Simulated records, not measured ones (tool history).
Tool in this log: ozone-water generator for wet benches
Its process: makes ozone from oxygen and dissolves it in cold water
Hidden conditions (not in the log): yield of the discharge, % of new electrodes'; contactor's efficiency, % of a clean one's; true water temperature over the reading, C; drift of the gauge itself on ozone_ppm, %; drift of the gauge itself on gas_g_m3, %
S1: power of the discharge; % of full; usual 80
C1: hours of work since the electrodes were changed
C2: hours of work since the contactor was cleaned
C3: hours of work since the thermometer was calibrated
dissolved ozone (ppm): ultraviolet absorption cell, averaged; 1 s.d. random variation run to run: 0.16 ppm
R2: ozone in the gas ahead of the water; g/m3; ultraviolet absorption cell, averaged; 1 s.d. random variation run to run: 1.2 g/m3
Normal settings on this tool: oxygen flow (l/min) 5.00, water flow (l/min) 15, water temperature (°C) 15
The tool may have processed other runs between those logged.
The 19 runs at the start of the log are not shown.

{"run": 20, "hour": 758.1, "S1": 61, "oxygen flow (l/min)": 5.09, "water flow (l/min)": 24, "water temperature (°C)": 19, "C1": 1249, "C2": 1405, "C3": 2102, "dissolved ozone (ppm)": 9.7, "R2": 169.6}
{"run": 21, "hour": 788.0, "S1": 44, "oxygen flow (l/min)": 2.61, "water flow (l/min)": 12, "water temperature (°C)": 12, "C1": 1268, "C2": 1424, "C3": 2122, "dissolved ozone (ppm)": 15.6, "R2": 181.8}
{"run": 22, "hour": 822.7, "S1": 77, "oxygen flow (l/min)": 2.69, "water flow (l/min)": 14, "water temperature (°C)": 15, "C1": 1291, "C2": 1447, "C3": 2144, "dissolved ozone (ppm)": 19.1, "R2": 264.4}
{"run": 23, "hour": 869.7, "S1": 77, "oxygen flow (l/min)": 5.12, "water flow (l/min)": 14, "water temperature (°C)": 15, "C1": 1321, "C2": 1477, "C3": 2175, "dissolved ozone (ppm)": 20.8, "R2": 197.8}
{"run": 24, "hour": 916.2, "S1": 77, "oxygen flow (l/min)": 5.12, "water flow (l/min)": 14, "water temperature (°C)": 15, "C1": 1351, "C2": 1508, "C3": 2205, "dissolved ozone (ppm)": 20.6, "R2": 196.7}
{"run": 25, "hour": 951.2, "S1": 77, "oxygen flow (l/min)": 5.12, "water flow (l/min)": 14, "water temperature (°C)": 15, "C1": 1374, "C2": 1530, "C3": 2228, "dissolved ozone (ppm)": 20.9, "R2": 196.3}
{"run": 26, "hour": 983.9, "S1": 77, "oxygen flow (l/min)": 5.12, "water flow (l/min)": 14, "water temperature (°C)": 15, "C1": 1395, "C2": 1552, "C3": 2249, "dissolved ozone (ppm)": 20.4, "R2": 197.8}
{"run": 27, "hour": 1023.3, "S1": 54, "oxygen flow (l/min)": 3.38, "water flow (l/min)": 24, "water temperature (°C)": 14, "C1": 1421, "C2": 1577, "C3": 2275, "dissolved ozone (ppm)": 8.5, "R2": 184.4}
{"run": 28, "hour": 1046.5, "S1": 54, "oxygen flow (l/min)": 2.58, "water flow (l/min)": 9, "water temperature (°C)": 14, "C1": 1436, "C2": 1592, "C3": 2290, "dissolved ozone (ppm)": 23.1, "R2": 209.9}
{"run": 29, "hour": 1080.6, "S1": 54, "oxygen flow (l/min)": 2.58, "water flow (l/min)": 9, "water temperature (°C)": 14, "C1": 1458, "C2": 1615, "C3": 2312, "dissolved ozone (ppm)": 23.1, "R2": 207.4}
{"hour": 1101.1, "done": "contactor cleaned"}
{"run": 30, "hour": 1109.7, "S1": 54, "oxygen flow (l/min)": 3.88, "water flow (l/min)": 16, "water temperature (°C)": 12, "C1": 1475, "C2": 6, "C3": 2328, "dissolved ozone (ppm)": 14.4, "R2": 174.2}
{"run": 31, "hour": 1145.9, "S1": 54, "oxygen flow (l/min)": 3.88, "water flow (l/min)": 16, "water temperature (°C)": 12, "C1": 1498, "C2": 29, "C3": 2352, "dissolved ozone (ppm)": 14.2, "R2": 174.7}
{"run": 32, "hour": 1177.9, "S1": 54, "oxygen flow (l/min)": 3.88, "water flow (l/min)": 16, "water temperature (°C)": 10, "C1": 1519, "C2": 50, "C3": 2373, "dissolved ozone (ppm)": 14.8, "R2": 173.5}

What if the next run were any one of these 3? Each begins from the tool's condition after run 32:
{"run": "A", "hour": 1216.3, "S1": 80, "oxygen flow (l/min)": 2.59, "water flow (l/min)": 10, "water temperature (°C)": 15, "C1": 1544, "C2": 75, "C3": 2397, "dissolved ozone (ppm)": "?", "R2": "?"}
{"run": "B", "hour": 1216.3, "S1": 93, "oxygen flow (l/min)": 3.88, "water flow (l/min)": 16, "water temperature (°C)": 16, "C1": 1544, "C2": 75, "C3": 2397, "dissolved ozone (ppm)": "?", "R2": "?"}
{"run": "C", "hour": 1216.3, "S1": 64, "oxygen flow (l/min)": 3.88, "water flow (l/min)": 9, "water temperature (°C)": 7, "C1": 1544, "C2": 75, "C3": 2397, "dissolved ozone (ppm)": "?", "R2": "?"}

run=A dissolved_ozone_(ppm)=26.8 R2=270.8
run=B dissolved_ozone_(ppm)=19.5 R2=251.3
run=C dissolved_ozone_(ppm)=30.1 R2=196.1
With the hidden condition removed and each run's random variation left untouched, the same runs would have given:
run=A dissolved_ozone_(ppm)=26.9 R2=277.9
run=B dissolved_ozone_(ppm)=19.5 R2=258.0
run=C dissolved_ozone_(ppm)=30.1 R2=201.3

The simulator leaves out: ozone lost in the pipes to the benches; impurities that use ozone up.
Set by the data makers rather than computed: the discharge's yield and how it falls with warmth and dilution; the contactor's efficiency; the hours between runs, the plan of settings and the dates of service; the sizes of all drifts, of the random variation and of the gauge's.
